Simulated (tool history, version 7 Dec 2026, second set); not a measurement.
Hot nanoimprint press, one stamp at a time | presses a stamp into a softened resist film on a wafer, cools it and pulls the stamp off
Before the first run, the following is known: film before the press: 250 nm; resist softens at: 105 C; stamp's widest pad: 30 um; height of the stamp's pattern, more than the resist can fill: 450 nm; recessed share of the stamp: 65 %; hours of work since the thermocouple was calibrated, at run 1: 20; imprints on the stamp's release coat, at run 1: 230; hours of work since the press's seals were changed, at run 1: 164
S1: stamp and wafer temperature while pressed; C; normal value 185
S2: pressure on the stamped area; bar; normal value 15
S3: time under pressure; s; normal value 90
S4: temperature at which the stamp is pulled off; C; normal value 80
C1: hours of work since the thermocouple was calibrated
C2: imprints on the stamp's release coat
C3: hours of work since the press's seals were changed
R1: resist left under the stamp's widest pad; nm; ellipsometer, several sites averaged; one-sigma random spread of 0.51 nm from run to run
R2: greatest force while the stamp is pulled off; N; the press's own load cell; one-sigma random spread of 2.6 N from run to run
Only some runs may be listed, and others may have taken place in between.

run 1 hour=0 | S1=185 S2=15 S3=90 S4=80 | C1=20 C2=230 C3=164 | R1=88.1 R2=121
run 2 hour=15.6 | S1=185 S2=15 S3=90 S4=67 | C1=27 C2=263 C3=171 | R1=88.6 R2=142
run 3 hour=24.2 | S1=185 S2=15 S3=90 S4=67 | C1=31 C2=282 C3=175 | R1=87.4 R2=148
run 4 hour=34.7 | S1=185 S2=15 S3=90 S4=67 | C1=35 C2=305 C3=179 | R1=88.5 R2=140
run 5 hour=46.3 | S1=185 S2=15 S3=90 S4=67 | C1=40 C2=330 C3=184 | R1=87.9 R2=144
run 6 hour=61.5 | S1=191 S2=15 S3=90 S4=67 | C1=47 C2=363 C3=190 | R1=68.2 R2=137
run 7 hour=78.6 | S1=185 S2=15 S3=55 S4=80 | C1=54 C2=400 C3=198 | R1=108.2 R2=120
run 8 hour=98.8 | S1=185 S2=15 S3=55 S4=85 | C1=63 C2=443 C3=206 | R1=108.2 R2=117
run 9 hour=115.7 | S1=174 S2=15 S3=90 S4=80 | C1=70 C2=480 C3=214 | R1=145.3 R2=118
run 10 hour=134 | S1=185 S2=15 S3=90 S4=80 | C1=78 C2=520 C3=221 | R1=89.2 R2=120
run 11 hour=150.2 | S1=185 S2=15 S3=90 S4=69 | C1=84 C2=555 C3=228 | R1=89.6 R2=137
run 12 hour=158.9 | S1=185 S2=15 S3=90 S4=69 | C1=88 C2=574 C3=232 | R1=90 R2=138
run 13 hour=177.6 | S1=185 S2=15 S3=90 S4=69 | C1=96 C2=614 C3=240 | R1=89.5 R2=138
run 14 hour=190.4 | S1=185 S2=15 S3=90 S4=80 | C1=102 C2=642 C3=245 | R1=89.1 R2=123
run 15 hour=204.1 | S1=185 S2=15 S3=90 S4=80 | C1=107 C2=672 C3=251 | R1=90.7 R2=123
run 16 hour=222.8 | S1=185 S2=10.8 S3=76 S4=80 | C1=115 C2=712 C3=259 | R1=111.5 R2=120
run 17 hour=236.5 | S1=185 S2=23 S3=59 S4=80 | C1=121 C2=742 C3=265 | R1=86.8 R2=124
run 18 hour=249.6 | S1=192 S2=23.6 S3=59 S4=80 | C1=127 C2=770 C3=271 | R1=62.7 R2=117
-- hour=257.1 gauge calibrated
run 19 hour=262.9 | S1=192 S2=23.6 S3=59 S4=80 | C1=133 C2=799 C3=276 | R1=61.3 R2=121
run 20 hour=283.5 | S1=182 S2=15 S3=90 S4=88 | C1=141 C2=844 C3=285 | R1=99.6 R2=106
run 21 hour=295.3 | S1=185 S2=15 S3=133 S4=80 | C1=146 C2=869 C3=290 | R1=75.1 R2=121
run 22 hour=314.6 | S1=185 S2=15 S3=114 S4=80 | C1=155 C2=911 C3=298 | R1=80.9 R2=120
run 23 hour=333 | S1=175 S2=15 S3=79 S4=80 | C1=162 C2=951 C3=306 | R1=144.2 R2=119
run 24 hour=348.8 | S1=175 S2=17.4 S3=79 S4=65 | C1=169 C2=985 C3=313 | R1=137.4 R2=141
run 25 hour=359.8 | S1=185 S2=13.3 S3=90 S4=80 | C1=174 C2=1009 C3=318 | R1=93.7 R2=120
run 26 hour=371.3 | S1=185 S2=13.3 S3=90 S4=80 | C1=179 C2=1034 C3=323 | R1=94.5 R2=119
run 27 hour=382.5 | S1=185 S2=13.3 S3=90 S4=80 | C1=184 C2=1058 C3=327 | R1=94.7 R2=119
run 28 hour=392.4 | S1=185 S2=13.3 S3=90 S4=80 | C1=188 C2=1079 C3=332 | R1=94.5 R2=120
run 29 hour=409.6 | S1=185 S2=13.3 S3=90 S4=80 | C1=195 C2=1117 C3=339 | R1=93.8 R2=114
run 30 hour=428.7 | S1=187 S2=13.3 S3=88 S4=80 | C1=203 C2=1158 C3=347 | R1=86.8 R2=120

3 ways to go on from here, each from the tool as it stands after run 30. What would each give?
run A hour=445.7 | S1=187 S2=11.3 S3=67 S4=83 | C1=210 C2=1195 C3=354 | R1=? R2=?
run B hour=445.7 | S1=187 S2=15.1 S3=88 S4=80 | C1=210 C2=1195 C3=354 | R1=? R2=?
run C hour=445.7 | S1=196 S2=13.3 S3=88 S4=80 | C1=210 C2=1195 C3=354 | R1=? R2=?

run=A R1=104.9 R2=111
run=B R1=83.3 R2=125
run=C R1=59.6 R2=120
Stripped of hidden state, with their random variation kept, the same runs would have yielded:
run=A R1=102.6 R2=111
run=B R1=81.5 R2=124
run=C R1=58.4 R2=120
